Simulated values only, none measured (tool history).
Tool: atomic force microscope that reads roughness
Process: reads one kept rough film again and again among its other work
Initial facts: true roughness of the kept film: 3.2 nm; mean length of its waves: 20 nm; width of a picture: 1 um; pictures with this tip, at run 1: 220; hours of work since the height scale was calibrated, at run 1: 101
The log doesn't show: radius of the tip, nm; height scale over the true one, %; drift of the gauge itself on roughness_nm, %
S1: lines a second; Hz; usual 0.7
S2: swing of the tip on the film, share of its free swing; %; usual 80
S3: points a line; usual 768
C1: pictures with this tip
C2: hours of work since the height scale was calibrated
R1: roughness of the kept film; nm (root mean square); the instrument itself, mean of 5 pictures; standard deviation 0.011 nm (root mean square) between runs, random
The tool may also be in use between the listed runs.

run    hour     S1  S2   S3   C1    C2     R1
  1       0    0.7  80  768  220   101  2.041
       18.4  -- new tip fitted
  2    20.3    0.7  80  768    6   116  2.598
  3    40.1    0.7  80  768   57   131   2.47
  4    71.8    0.7  80  768  140   155   2.21
  5      93    0.7  80  768  195   171  2.146
  6   113.3  0.623  80  768  248   186   2.03
      123.2  -- new tip fitted
  7   145.3    0.7  80  768   57   210  2.456
  8   174.9    0.7  80  768  135   232  2.261
  9   204.6    0.7  80  768  212   255  2.103
        228  -- new tip fitted
 10   231.8  2.294  80  768   10   275  2.368
 11   252.7  2.294  80  768   65   291  2.205
 12   283.4    0.7  78  768  145   314  2.208
 13   305.8    0.7  80  783  203   331  2.105
      332.1  -- new tip fitted
 14   335.9    0.7  80  783   10   353  2.599
 15   358.3    0.7  60  768   68   370  2.495
 16   391.1  0.735  80  768  153   395  2.225
 17   421.2  0.735  80  768  232   417  2.059
      436.6  -- new tip fitted
 18     455  0.735  80  768   47   443  2.465
 19   480.3    0.7  80  768  113   462  2.302
 20   511.7    0.7  80  768  195   485  2.093
      540.4  -- new tip fitted
 21   540.4    0.7  80  768    0   507  2.576
 22   568.4    0.7  80  768   73   528  2.375
 23   597.4    0.7  80  768  149   550  2.166
 24   633.9  0.667  80  768  244   577  2.002
      644.1  -- new tip fitted
 25   654.8    0.7  80  768   28   593  2.537
 26   689.2    0.7  80  768  117   619  2.298
 27   706.8    0.7  81  768  163   632   2.13
 28   741.8    0.7  81  768  254   658  1.981
      747.1  -- new tip fitted
 29   778.9    0.7  80  960   82   686  2.372
 30   811.8    0.7  80  960  168   711  2.181
 31     843    0.7  73  457  249   734  2.029
      849.8  -- new tip fitted
 32   871.5   1.11  73  305   56   756  2.358
 33   895.8  1.316  65  833  119   774  2.281
 34   916.4  1.329  78  357  173   789  2.029
 35   945.5  1.368  57  566  249   811  2.017
      953.7  -- new tip fitted
 36   973.6  1.368  57  566   51   832  2.489
 37   993.4  1.926  58  768  103   847  2.334
 38  1010.8  0.982  80  768  148   860   2.17
 39  1034.4  0.982  80  768  210   878  2.042
     1056.4  -- new tip fitted
 40  1071.8  2.148  60  282   40   906  2.412
 41  1102.1  2.148  60  282  119   929  2.233
 42  1126.2    0.7  77  768  181   947  2.136
 43  1157.1    0.7  77  768  262   970  1.988
     1160.7  -- new tip fitted
 44  1182.4  3.275  71  993   56   989  2.284
 45  1204.2  1.701  78  779  113  1006  2.187
 46  1236.1  1.701  78  779  196  1030  1.981
     1266.1  -- new tip fitted
 47  1271.6  0.738  80  341   14  1056  2.484
 48  1297.2  0.681  83  295   81  1075  2.283
 49  1321.4  2.066  83  295  144  1094  1.941
 50    1356  2.066  83  295  234  1120  1.772
     1369.9  -- new tip fitted
 51  1374.6  2.066  83  295   12  1134  2.259

Consider 5 possible next runs. They are alternatives, not a sequence: every one starts from the tool as it was left by run 51. What does each give?
  A  1409  1.222  69  411  102  1160   ?
  B  1409  2.066  74  295  102  1160   ?
  C  1409  1.869  83  675  102  1160   ?
  D  1409    0.7  80  674  102  1160   ?
  E  1409  2.066  86  295  102  1160   ?

run     R1
  A  2.251
  B  2.127
  C  2.096
  D  2.273
  E  1.995
Without the tool's hidden state the same runs would have given:
run     R1
  A  2.617
  B  2.473
  C  2.436
  D  2.642
  E   2.32

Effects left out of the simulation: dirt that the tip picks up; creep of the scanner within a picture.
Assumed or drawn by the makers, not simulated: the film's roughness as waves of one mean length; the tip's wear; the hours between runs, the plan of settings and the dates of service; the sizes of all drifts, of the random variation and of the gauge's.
